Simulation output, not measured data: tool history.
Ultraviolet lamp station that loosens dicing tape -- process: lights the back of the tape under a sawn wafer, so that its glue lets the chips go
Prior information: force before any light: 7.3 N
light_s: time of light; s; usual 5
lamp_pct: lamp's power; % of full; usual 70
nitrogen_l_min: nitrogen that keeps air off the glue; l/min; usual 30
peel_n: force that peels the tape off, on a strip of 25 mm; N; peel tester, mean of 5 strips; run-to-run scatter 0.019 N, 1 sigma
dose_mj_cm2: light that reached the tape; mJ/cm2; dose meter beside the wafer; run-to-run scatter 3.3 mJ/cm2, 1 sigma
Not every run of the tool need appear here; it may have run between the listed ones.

| run | day | light_s | lamp_pct | nitrogen_l_min | peel_n | dose_mj_cm2 |
|---|---|---|---|---|---|---|
| 1 | 0.000 | 5 | 70 | 30 | 1.341 | 414 |
| 2 | 0.742 | 5 | 70 | 30 | 1.319 | 413 |
| 3 | 1.821 | 5 | 70 | 33 | 1.344 | 409 |
| 4 | 2.958 | 5 | 70 | 33 | 1.360 | 409 |
| 5 | 3.667 | 5 | 70 | 33 | 1.348 | 406 |
| 6 | 4.429 | 5 | 70 | 21 | 1.616 | 398 |
| 7 | 5.525 | 5 | 71 | 30 | 1.402 | 405 |
| 8 | 6.350 | 5 | 71 | 30 | 1.330 | 405 |
| 9 | 7.496 | 5 | 71 | 30 | 1.433 | 404 |
| 10 | 8.612 | 4 | 70 | 30 | 1.977 | 314 |
| 11 | 9.633 | 5 | 70 | 13 | 1.968 | 391 |
| 12 | 10.775 | 5 | 70 | 13 | 1.984 | 386 |
| 13 | 11.333 | 5 | 96 | 30 | 0.876 | 525 |
| 14 | 12.333 | 2 | 96 | 54 | 2.768 | 208 |
| 15 | 13.192 | 2 | 96 | 54 | 2.703 | 209 |
|  | 13.512 | window cleaned of glue's vapour |
| 16 | 13.754 | 5 | 69 | 30 | 1.263 | 429 |
| 17 | 14.712 | 6 | 63 | 30 | 1.055 | 469 |

Hidden state or all else? Some run-to-run changes of peel_n, split into what the settings, what came in and random variation would give without the hidden state, and what is left for the hidden state (with any gauge scatter that isn't in both results):
Unlogged tool condition in this case: lamp's light, % of a new lamp's; light that the window lets through, % of a clean one's; drift of the gauge itself on peel_n, %; drift of the gauge itself on dose_mj_cm2, %.
Run 13 -> 14: light_s 5 -> 2, nitrogen_l_min 30 -> 54. peel_n +1.892 N: hidden state +0.357, all else +1.535.
Run 15 -> 16: light_s 2 -> 5, lamp_pct 96 -> 69, nitrogen_l_min 54 -> 30, window cleaned of glue's vapour. peel_n -1.440 N: hidden state -0.436, all else -1.004.

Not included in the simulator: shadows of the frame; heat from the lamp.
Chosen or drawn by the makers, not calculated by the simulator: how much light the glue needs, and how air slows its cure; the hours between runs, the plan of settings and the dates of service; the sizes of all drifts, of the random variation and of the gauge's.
